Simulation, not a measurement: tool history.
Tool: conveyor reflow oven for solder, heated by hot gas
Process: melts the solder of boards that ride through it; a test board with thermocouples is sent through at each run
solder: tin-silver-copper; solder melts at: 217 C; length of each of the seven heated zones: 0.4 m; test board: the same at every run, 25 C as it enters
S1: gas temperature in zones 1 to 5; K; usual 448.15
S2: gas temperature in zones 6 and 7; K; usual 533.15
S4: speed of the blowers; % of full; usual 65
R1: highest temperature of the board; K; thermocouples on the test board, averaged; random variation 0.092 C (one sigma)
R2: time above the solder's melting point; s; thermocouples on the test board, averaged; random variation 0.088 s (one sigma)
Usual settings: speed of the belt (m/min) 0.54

run 1 hour=0 | S1=448.15 S2=533.15 speed_of_the_belt_(m/min)=0.54 S4=65 | R1=520.58 R2=64.22
run 2 hour=48.4 | S1=448.15 S2=533.15 speed_of_the_belt_(m/min)=0.54 S4=65 | R1=520.65 R2=64.12
run 3 hour=97.2 | S1=448.15 S2=533.15 speed_of_the_belt_(m/min)=0.54 S4=65 | R1=520.5 R2=64.15
run 4 hour=147 | S1=448.15 S2=544.15 speed_of_the_belt_(m/min)=0.54 S4=65 | R1=530.38 R2=72.1
run 5 hour=191.3 | S1=448.15 S2=544.15 speed_of_the_belt_(m/min)=0.54 S4=65 | R1=530.69 R2=72.4
run 6 hour=229 | S1=448.15 S2=544.15 speed_of_the_belt_(m/min)=0.54 S4=65 | R1=530.82 R2=72.3
run 7 hour=255.5 | S1=448.15 S2=544.15 speed_of_the_belt_(m/min)=0.54 S4=65 | R1=530.57 R2=72.32
run 8 hour=312.3 | S1=448.15 S2=544.15 speed_of_the_belt_(m/min)=0.54 S4=65 | R1=530.62 R2=72.31
run 9 hour=340 | S1=450.15 S2=533.15 speed_of_the_belt_(m/min)=0.54 S4=65 | R1=520.8 R2=65.68
run 10 hour=365.2 | S1=450.15 S2=533.15 speed_of_the_belt_(m/min)=0.54 S4=65 | R1=520.92 R2=65.47
run 11 hour=395.6 | S1=448.15 S2=533.15 speed_of_the_belt_(m/min)=0.54 S4=65 | R1=520.47 R2=64.3
run 12 hour=458.5 | S1=448.15 S2=533.15 speed_of_the_belt_(m/min)=0.54 S4=65 | R1=520.46 R2=64.83
run 13 hour=492.6 | S1=448.15 S2=533.15 speed_of_the_belt_(m/min)=0.54 S4=65 | R1=520.51 R2=64.64
run 14 hour=531.2 | S1=448.15 S2=533.15 speed_of_the_belt_(m/min)=0.54 S4=63 | R1=520.31 R2=64.09
run 15 hour=586 | S1=448.15 S2=533.15 speed_of_the_belt_(m/min)=0.54 S4=63 | R1=520.09 R2=64.09
run 16 hour=614.4 | S1=448.15 S2=533.15 speed_of_the_belt_(m/min)=0.54 S4=63 | R1=520.91 R2=64.93
run 17 hour=670.7 | S1=458.15 S2=539.15 speed_of_the_belt_(m/min)=0.616 S4=80 | R1=527.07 R2=65.19
run 18 hour=730.2 | S1=451.15 S2=527.15 speed_of_the_belt_(m/min)=0.616 S4=80 | R1=515.41 R2=53.13
run 19 hour=764 | S1=451.15 S2=522.15 speed_of_the_belt_(m/min)=0.501 S4=80 | R1=515.12 R2=68.59
run 20 hour=794.9 | S1=448.15 S2=533.15 speed_of_the_belt_(m/min)=0.489 S4=65 | R1=523.63 R2=75.88
run 21 hour=834.7 | S1=448.15 S2=536.15 speed_of_the_belt_(m/min)=0.64 S4=56 | R1=516.9 R2=48.7
run 22 hour=886.5 | S1=440.15 S2=536.15 speed_of_the_belt_(m/min)=0.488 S4=75 | R1=526.8 R2=76.08
run 23 hour=937.3 | S1=448.15 S2=542.15 speed_of_the_belt_(m/min)=0.437 S4=63 | R1=534.01 R2=94.6
run 24 hour=994.8 | S1=435.15 S2=533.15 speed_of_the_belt_(m/min)=0.561 S4=65 | R1=518.49 R2=55
run 25 hour=1022.4 | S1=448.15 S2=533.15 speed_of_the_belt_(m/min)=0.523 S4=55 | R1=520.15 R2=66.65
run 26 hour=1074.5 | S1=448.15 S2=533.15 speed_of_the_belt_(m/min)=0.523 S4=55 | R1=520.42 R2=66.66
run 27 hour=1114.7 | S1=448.15 S2=533.15 speed_of_the_belt_(m/min)=0.523 S4=55 | R1=520.08 R2=66.54
run 28 hour=1146 | S1=448.15 S2=533.15 speed_of_the_belt_(m/min)=0.523 S4=55 | R1=520.24 R2=66.45
run 29 hour=1178 | S1=448.15 S2=533.15 speed_of_the_belt_(m/min)=0.523 S4=55 | R1=520.04 R2=66.43

Taken out of this log: 5 entries between the listed runs. Where each belongs, and how the hidden state differs across it:
Between runs 4 and 5: flux residue cleaned out of gas plates and filters (hour 157.2)
  heat that the gas passes to the board, % of a clean oven's: 97.6 -> 99.6; belt's true speed, % of the reading: 99.75 -> 99.7; true gas temperature in zones 6 and 7 over the reading, C: -0.77 -> -0.8
  measured less the result without the state, R1: -1.04 -> -0.72 K; R2: -0.61 -> -0.26 s
Between runs 11 and 12: flux residue cleaned out of gas plates and filters (hour 433.5)
  heat that the gas passes to the board, % of a clean oven's: 97.9 -> 99.6; belt's true speed, % of the reading: 99.44 -> 99.37; true gas temperature in zones 6 and 7 over the reading, C: -0.95 -> -0.99
  measured less the result without the state, R1: -1.03 -> -0.8 K; R2: -0.64 -> -0.25 s
Between runs 15 and 16: thermocouples of zones 6 and 7 changed (hour 605.3)
  heat that the gas passes to the board, % of a clean oven's: 98.5 -> 98.3; belt's true speed, % of the reading: 99.2 -> 99.17; true gas temperature in zones 6 and 7 over the reading, C: -1.08 -> -0.03
  measured less the result without the state, R1: -1 -> -0.06 K; R2: -0.38 -> +0.47 s
Between runs 17 and 18: flux residue cleaned out of gas plates and filters (hour 711.5)
  heat that the gas passes to the board, % of a clean oven's: 97.9 -> 99; belt's true speed, % of the reading: 99.09 -> 99.03; true gas temperature in zones 6 and 7 over the reading, C: -0.07 -> -0.11
  measured less the result without the state, R1: -0.22 -> -0.04 K; R2: +0.41 -> +0.51 s
Between runs 23 and 24: flux residue cleaned out of gas plates and filters (hour 987.3)
  heat that the gas passes to the board, % of a clean oven's: 97.3 -> 99.4; belt's true speed, % of the reading: 98.77 -> 98.7; true gas temperature in zones 6 and 7 over the reading, C: -0.26 -> -0.29
  measured less the result without the state, R1: -0.3 -> +0.03 K; R2: +0.96 -> +0.87 s
